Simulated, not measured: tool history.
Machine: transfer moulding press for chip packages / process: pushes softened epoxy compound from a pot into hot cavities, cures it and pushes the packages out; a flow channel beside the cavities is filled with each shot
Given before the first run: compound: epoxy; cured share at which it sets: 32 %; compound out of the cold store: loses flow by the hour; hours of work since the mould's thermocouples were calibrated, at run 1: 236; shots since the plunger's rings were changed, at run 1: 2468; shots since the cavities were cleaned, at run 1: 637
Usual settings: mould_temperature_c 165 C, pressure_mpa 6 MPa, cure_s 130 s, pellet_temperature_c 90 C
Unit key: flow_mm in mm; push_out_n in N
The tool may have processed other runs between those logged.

run   hour  mould_temperature_c  pressure_mpa  cure_s  pellet_temperature_c  hours of work since the mould's thermocouples were calibrated  shots since the plunger's rings were changed  shots since the cavities were cleaned  incoming compound's hours out of the cold store  flow_mm  push_out_n
  1      0                  165             6     130                    90                                                            236                                          2468                                    637                                             21.5      992         241
  2   24.5                  165             6     130                    90                                                            250                                          2666                                    835                                             44.7      881         244
      36.3  -- cavities cleaned with cleaning compound and waxed
  3   50.5                  165             6     130                    90                                                            264                                          2865                                    115                                             35.9      929         251
  4   76.3                  165             6     130                    90                                                            279                                          3074                                    324                                             44.5      882         234
      94.5  -- plunger's sealing rings changed
  5  107.1                  165             6     130                    90                                                            295                                           102                                    553                                             40.4      907         245
  6  138.6                  165          5.61     130                    90                                                            312                                           358                                    809                                             44.8      859         250
     154.1  -- cavities cleaned with cleaning compound and waxed
  7  163.1                  165          5.61     130                    90                                                            325                                           544                                     73                                             41.5      868         244
  8  186.4                  165          5.61     130                    90                                                            339                                           733                                    262                                             44.3      857         239
  9  221.4                  165          5.61     130                    90                                                            358                                          1016                                    545                                             30.3      923         255
 10  254.5                  167             6     130                    90                                                            377                                          1284                                    813                                             37.2      923         219
       271  -- cavities cleaned with cleaning compound and waxed
 11    279                  165             6     143                    90                                                            390                                          1470                                     64                                             12.6     1034         221
 12  305.8                  165             6     143                    90                                                            405                                          1687                                    281                                             37.2      923         215
 13  335.2                  159             6     130                    90                                                            422                                          1925                                    519                                             19.9     1029         396
 14  363.8                  159             6     130                    90                                                            438                                          2158                                    752                                             26.3      996         402
     386.8  -- cavities cleaned with cleaning compound and waxed
 15  396.6                  159             6     168                    90                                                            456                                          2411                                     79                                             20.8     1039         242
 16  426.5                  159             6     130                    99                                                            473                                          2653                                    321                                             15.1     1058         403
 17  445.9                  159           4.9     130                    85                                                            484                                          2810                                    478                                             15.7      965         415
 18  473.9                  165             6     116                    90                                                            500                                          3037                                    705                                             43.9      891         299
     497.2  -- plunger's sealing rings changed
     504.2  -- cavities cleaned with cleaning compound and waxed
 19  512.5                  163          4.79     131                    83                                                            519                                           112                                     68                                             46.6      797         262

Expected results for the next run?
 20  543.1                  165          7.42     130                    88                                                            536                                           359                                    315                                              9.8        ?           ?

{"run 20": {"flow_mm": 1176, "push_out_n": 257}}
Were there no unlogged condition in the tool, this run, its random variation unchanged, would have produced flow_mm 1176 mm, push_out_n 255 N.

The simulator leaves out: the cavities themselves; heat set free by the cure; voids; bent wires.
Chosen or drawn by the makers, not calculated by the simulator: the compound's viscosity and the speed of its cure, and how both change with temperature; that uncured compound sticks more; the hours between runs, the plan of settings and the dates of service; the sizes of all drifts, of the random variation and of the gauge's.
